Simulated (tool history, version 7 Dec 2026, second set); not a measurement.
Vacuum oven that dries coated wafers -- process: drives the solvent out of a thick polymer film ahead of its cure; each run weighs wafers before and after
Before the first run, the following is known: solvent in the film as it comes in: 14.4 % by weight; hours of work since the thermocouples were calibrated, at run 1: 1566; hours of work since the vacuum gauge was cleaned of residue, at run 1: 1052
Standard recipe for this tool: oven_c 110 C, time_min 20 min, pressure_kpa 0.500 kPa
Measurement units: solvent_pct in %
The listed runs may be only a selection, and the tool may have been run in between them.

run	day	oven_c	time_min	pressure_kpa	hours of work since the thermocouples were calibrated	hours of work since the vacuum gauge was cleaned of residue	solvent_pct
1	0.000	110	20	0.500	1566	1052	2.12
2	0.754	110	20	0.500	1580	1066	2.00
3	1.846	119	20	0.500	1600	1085	0.69
4	2.954	119	20	0.500	1620	1105	0.71
5	4.350	119	20	0.500	1645	1131	0.71
# day 5.658: oven's thermocouples calibrated
6	6.054	119	20	0.500	7	1160	0.93
7	6.958	119	20	0.500	24	1176	0.91
8	8.038	110	20	0.839	43	1196	2.74
9	9.038	110	20	0.839	61	1214	2.71
10	9.829	110	20	0.839	76	1228	2.69
11	10.954	110	20	0.839	96	1249	2.75
12	11.996	110	20	0.839	115	1268	2.70
13	13.550	110	20	0.500	143	1296	2.58
14	14.500	110	18	0.500	160	1313	2.98
15	16.129	110	35	0.500	190	1343	1.09
16	17.133	110	15	0.500	208	1361	3.65
17	18.729	110	17	0.500	237	1390	3.12
18	19.525	99	17	0.500	251	1404	6.45
19	20.654	117	20	0.500	272	1425	1.16
20	21.808	106	20	0.500	292	1445	3.63
21	22.812	106	20	0.500	311	1464	3.62
22	23.825	106	20	0.500	329	1482	3.67
23	25.583	106	20	0.500	361	1514	3.64
24	26.608	106	16	0.847	379	1532	4.62
# day 26.767: vacuum gauge cleaned of residue and calibrated
25	28.467	106	16	0.847	412	31	4.71
26	29.283	108	14	0.490	427	46	4.53
27	30.050	98	20	0.535	441	59	6.20
28	31.538	98	20	0.535	468	86	6.10
29	32.942	104	31	0.491	493	112	2.60
30	33.917	104	31	0.491	511	129	2.63
# day 35.012: vacuum gauge cleaned of residue and calibrated, once more
31	35.717	104	31	0.491	542	13	2.11
32	36.600	112	31	0.963	558	29	0.87
33	38.083	112	31	0.963	585	56	0.91
34	39.246	112	31	0.963	606	77	0.92
35	40.942	124	27	1.314	637	107	0.41
36	42.175	124	18	0.263	659	130	0.36
37	43.179	96	35	0.263	677	148	3.75
38	44.083	96	35	0.263	694	164	3.75
39	45.004	113	20	0.922	710	181	1.66
40	46.321	102	35	0.922	734	205	2.40
41	47.908	100	35	0.555	763	234	2.71
42	48.779	100	35	0.555	779	249	2.72
43	49.525	110	23	0.508	792	263	1.70
44	50.908	114	20	1.950	817	288	1.87
45	52.204	106	19	0.500	841	311	3.32
46	53.483	106	19	0.500	864	335	3.37

For each run, the measured value with the value that run would have given without the tool's hidden condition subtracted. The run-to-run variation is shared by both, the gauge scatter possibly not:
The tool's hidden condition here consists of: true wafer temperature over the reading, C; true pressure over the reading, kPa; drift of the gauge itself on solvent_pct, %.
run	solvent_pct
1	-0.30
2	-0.29
3	-0.03
4	-0.03
5	-0.03
6	+0.22
7	+0.21
8	+0.26
9	+0.26
10	+0.25
11	+0.25
12	+0.25
13	+0.24
14	+0.23
15	+0.28
16	+0.19
17	+0.21
18	+0.21
19	+0.22
20	+0.22
21	+0.21
22	+0.20
23	+0.20
24	+0.16
25	+0.22
26	+0.20
27	+0.27
28	+0.26
29	+0.34
30	+0.34
31	-0.18
32	-0.08
33	-0.09
34	-0.08
35	-0.01
36	-0.03
37	-0.25
38	-0.26
39	-0.16
40	-0.21
41	-0.23
42	-0.24
43	-0.19
44	-0.16
45	-0.28
46	-0.28
